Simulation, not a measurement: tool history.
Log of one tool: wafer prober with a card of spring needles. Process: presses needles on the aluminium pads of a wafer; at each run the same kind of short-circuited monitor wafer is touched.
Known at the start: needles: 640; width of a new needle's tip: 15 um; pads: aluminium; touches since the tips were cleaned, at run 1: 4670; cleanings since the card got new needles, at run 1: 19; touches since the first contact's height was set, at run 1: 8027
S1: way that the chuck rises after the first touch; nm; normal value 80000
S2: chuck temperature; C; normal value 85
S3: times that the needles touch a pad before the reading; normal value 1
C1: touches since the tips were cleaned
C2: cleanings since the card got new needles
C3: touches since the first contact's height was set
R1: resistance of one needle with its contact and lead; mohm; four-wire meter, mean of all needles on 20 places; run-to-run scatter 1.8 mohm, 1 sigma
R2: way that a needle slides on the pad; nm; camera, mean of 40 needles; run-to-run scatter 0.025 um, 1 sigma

run 1 hour=0.0 | S1=80000 S2=85 S3=1 | C1=4670 C2=19 C3=8027 | R1=222 R2=17520
-- hour=5.3 tips cleaned on abrasive film
-- hour=22.0 tips cleaned on abrasive film
run 2 hour=30.6 | S1=80000 S2=85 S3=1 | C1=3962 C2=21 C3=22052 | R1=219 R2=17470
-- hour=37.9 tips cleaned on abrasive film
-- hour=53.7 tips cleaned on abrasive film
-- hour=68.5 tips cleaned on abrasive film
run 3 hour=70.2 | S1=80000 S2=85 S3=1 | C1=777 C2=24 C3=40185 | R1=203 R2=17440
-- hour=85.9 tips cleaned on abrasive film
run 4 hour=95.4 | S1=80000 S2=85 S3=1 | C1=4388 C2=25 C3=51756 | R1=220 R2=17510
-- hour=101.6 tips cleaned on abrasive film
-- hour=117.3 tips cleaned on abrasive film
run 5 hour=126.9 | S1=80000 S2=85 S3=1 | C1=4419 C2=27 C3=66197 | R1=222 R2=17420
-- hour=133.7 tips cleaned on abrasive film
run 6 hour=144.5 | S1=80000 S2=85 S3=2 | C1=5001 C2=28 C3=74279 | R1=210 R2=17340
-- hour=151.6 tips cleaned on abrasive film
-- hour=166.7 tips cleaned on abrasive film
run 7 hour=179.0 | S1=80000 S2=85 S3=2 | C1=5664 C2=30 C3=90110 | R1=215 R2=17370
-- hour=184.3 tips cleaned on abrasive film
-- hour=200.7 tips cleaned on abrasive film
run 8 hour=211.0 | S1=80000 S2=85 S3=2 | C1=4735 C2=32 C3=104755 | R1=206 R2=17370
-- hour=216.5 tips cleaned on abrasive film
-- hour=233.9 tips cleaned on abrasive film
-- hour=250.9 tips cleaned on abrasive film
run 9 hour=251.5 | S1=80000 S2=85 S3=2 | C1=269 C2=35 C3=123322 | R1=196 R2=17290
-- hour=267.4 tips cleaned on abrasive film
-- hour=282.5 tips cleaned on abrasive film
run 10 hour=287.4 | S1=80000 S2=85 S3=2 | C1=2249 C2=37 C3=139777 | R1=202 R2=17280
-- hour=298.3 tips cleaned on abrasive film
-- hour=313.2 tips cleaned on abrasive film
-- hour=317.1 height of the first contact set anew
run 11 hour=321.8 | S1=80000 S2=85 S3=2 | C1=3807 C2=39 C3=2129 | R1=208 R2=17520
-- hour=330.8 tips cleaned on abrasive film
run 12 hour=343.9 | S1=80000 S2=85 S3=2 | C1=6034 C2=40 C3=12293 | R1=213 R2=17590
-- hour=346.4 tips cleaned on abrasive film
-- hour=363.9 tips cleaned on abrasive film
-- hour=380.8 tips cleaned on abrasive film
run 13 hour=384.3 | S1=89000 S2=70 S3=2 | C1=1589 C2=43 C3=30784 | R1=197 R2=19480
-- hour=397.5 tips cleaned on abrasive film
-- hour=412.2 tips cleaned on abrasive film
run 14 hour=415.7 | S1=80000 S2=85 S3=1 | C1=1637 C2=45 C3=45206 | R1=206 R2=17440
-- hour=427.7 tips cleaned on abrasive film
run 15 hour=432.3 | S1=72000 S2=67 S3=2 | C1=2121 C2=46 C3=52816 | R1=207 R2=15660
-- hour=442.4 tips cleaned on abrasive film
-- hour=458.0 tips cleaned on abrasive film
run 16 hour=461.5 | S1=95000 S2=33 S3=2 | C1=1615 C2=48 C3=66204 | R1=187 R2=20720
-- hour=475.4 tips cleaned on abrasive film
-- hour=491.2 tips cleaned on abrasive film
run 17 hour=494.9 | S1=71000 S2=44 S3=2 | C1=1679 C2=50 C3=81485 | R1=198 R2=15400
-- hour=508.2 tips cleaned on abrasive film
-- hour=523.6 tips cleaned on abrasive film
run 18 hour=528.8 | S1=93000 S2=122 S3=2 | C1=2413 C2=52 C3=97048 | R1=204 R2=20190

Run 19, settings as shown, results not yet in. Your forecast:
-- hour=539.9 tips cleaned on abrasive film
-- hour=554.9 tips cleaned on abrasive film
run 19 hour=555.3 | S1=64000 S2=85 S3=1 | C1=162 C2=54 C3=109185 | R1=? R2=?

Run 19 produced R1 203 mohm, R2 13820 nm.
With no hidden state in the tool, this same run would have given R1 194 mohm, R2 14040 nm.
